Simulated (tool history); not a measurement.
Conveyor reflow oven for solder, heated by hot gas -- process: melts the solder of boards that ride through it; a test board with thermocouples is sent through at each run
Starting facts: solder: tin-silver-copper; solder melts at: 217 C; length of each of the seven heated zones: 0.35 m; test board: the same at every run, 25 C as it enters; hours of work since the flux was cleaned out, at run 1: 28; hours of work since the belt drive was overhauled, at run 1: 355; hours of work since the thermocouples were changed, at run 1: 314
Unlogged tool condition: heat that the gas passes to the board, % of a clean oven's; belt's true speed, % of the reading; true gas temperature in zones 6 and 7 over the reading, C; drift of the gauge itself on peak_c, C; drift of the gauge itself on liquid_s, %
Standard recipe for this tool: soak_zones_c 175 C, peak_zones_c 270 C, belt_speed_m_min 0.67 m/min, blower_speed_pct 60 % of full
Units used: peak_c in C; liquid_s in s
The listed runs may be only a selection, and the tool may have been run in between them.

run	hour	soak_zones_c	peak_zones_c	belt_speed_m_min	blower_speed_pct	hours of work since the flux was cleaned out	hours of work since the belt drive was overhauled	hours of work since the thermocouples were changed	peak_c	liquid_s
1	0	175	270	0.67	60	28	355	314	247.9	43.2
2	20.8	175	270	0.67	60	44	371	331	248.1	43.3
3	36.9	175	270	0.67	60	57	384	343	247.6	43.4
4	52.8	175	278	0.67	60	70	397	356	254.2	47.8
5	73.8	175	278	0.67	60	86	414	373	254.2	47.4
6	87.2	175	278	0.67	60	97	424	383	254	47.5
7	108.4	175	270	0.67	60	114	441	400	248	43.3
8	120.6	175	270	0.706	60	124	451	410	245.2	38.8
9	131.2	175	270	0.706	71	132	459	418	249.2	42.3
10	147.2	171	270	0.577	50	145	472	431	248.2	49.7
11	163.6	183	277	0.586	61	158	485	444	259.9	61.7
12	180.1	175	270	0.689	60	171	498	457	246.2	40.6
13	195.2	186	270	0.67	64	183	510	469	251	49.8
14	216.5	186	278	0.747	62	200	527	486	252.8	44.8
15	236.2	186	278	0.747	85	216	543	502	259.7	48.9

How would selected steps in peak_c from run to run divide? Give the signed amount a tool lacking its hidden state would still show from settings, what came in and random variation, and the signed amount left for the hidden state, including any gauge scatter that is not in both of the compared results.
Run 11 -> 12: soak_zones_c 183 -> 175, peak_zones_c 277 -> 270, belt_speed_m_min 0.586 -> 0.689, blower_speed_pct 61 -> 60. peak_c -13.7 C: hidden state +0, all else -13.7.
Run 14 -> 15: blower_speed_pct 62 -> 85. peak_c +6.9 C: hidden state -0.3, all else +7.2.
